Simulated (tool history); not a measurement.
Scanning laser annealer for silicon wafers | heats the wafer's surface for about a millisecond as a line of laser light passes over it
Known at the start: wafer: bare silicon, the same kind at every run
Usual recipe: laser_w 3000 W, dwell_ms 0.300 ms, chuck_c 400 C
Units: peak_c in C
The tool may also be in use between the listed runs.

run	hour	laser_w	dwell_ms	chuck_c	peak_c
1	0.0	3000	0.300	400	1080
2	14.2	3000	0.292	400	1067
3	26.1	3000	0.300	400	1076
4	38.2	2902	0.300	400	1046
5	53.9	2902	0.300	400	1045
6	76.8	3000	0.300	400	1076
7	98.5	3000	0.300	400	1076
8	110.4	3000	0.300	400	1076
9	124.8	2875	0.300	400	1037
10	143.9	2875	0.300	400	1033
11	160.9	3215	0.300	400	1139
12	176.2	2841	0.300	400	1023
13	185.8	2841	0.300	400	1024
14	204.1	2841	0.300	400	1029
15	213.5	2841	0.300	400	1026
16	232.1	2841	0.300	417	1041
17	247.9	3299	0.300	417	1177
# hour 264.0: window over the wafer cleaned
18	269.0	3000	0.300	400	1098
19	284.9	3000	0.300	400	1100
20	307.0	3000	0.300	400	1098
21	316.5	3000	0.300	400	1100
22	333.1	3000	0.265	400	1054
23	352.9	2867	0.335	402	1096
24	362.5	2867	0.335	402	1096
25	378.2	2867	0.335	402	1096
26	395.2	2867	0.335	402	1097
27	414.6	2894	0.234	382	967
28	425.3	2894	0.234	382	966
29	440.1	2894	0.234	382	965
30	452.9	2553	0.252	400	913
31	475.3	3247	0.219	400	1053
32	491.9	3247	0.219	400	1052
33	505.1	3247	0.219	400	1057
34	527.0	3131	0.355	400	1198
35	544.7	2764	0.255	416	986
36	561.2	2764	0.255	423	996
37	583.6	2694	0.300	370	968
38	594.3	2694	0.300	370	971
39	606.1	2694	0.300	370	967
40	624.2	2694	0.300	370	967
41	641.5	2694	0.300	370	965
42	653.1	3096	0.292	382	1090

Consider 3 possible next runs. They are alternatives, not a sequence: every one starts from the tool as it was left by run 42. What does each give?
A	664.7	2643	0.292	382	?
B	664.7	2850	0.263	409	?
C	664.7	2904	0.261	378	?

run	peak_c
A	953
B	1010
C	990
Without the tool's unlogged condition, the same runs would have read:
run	peak_c
A	964
B	1022
C	1002
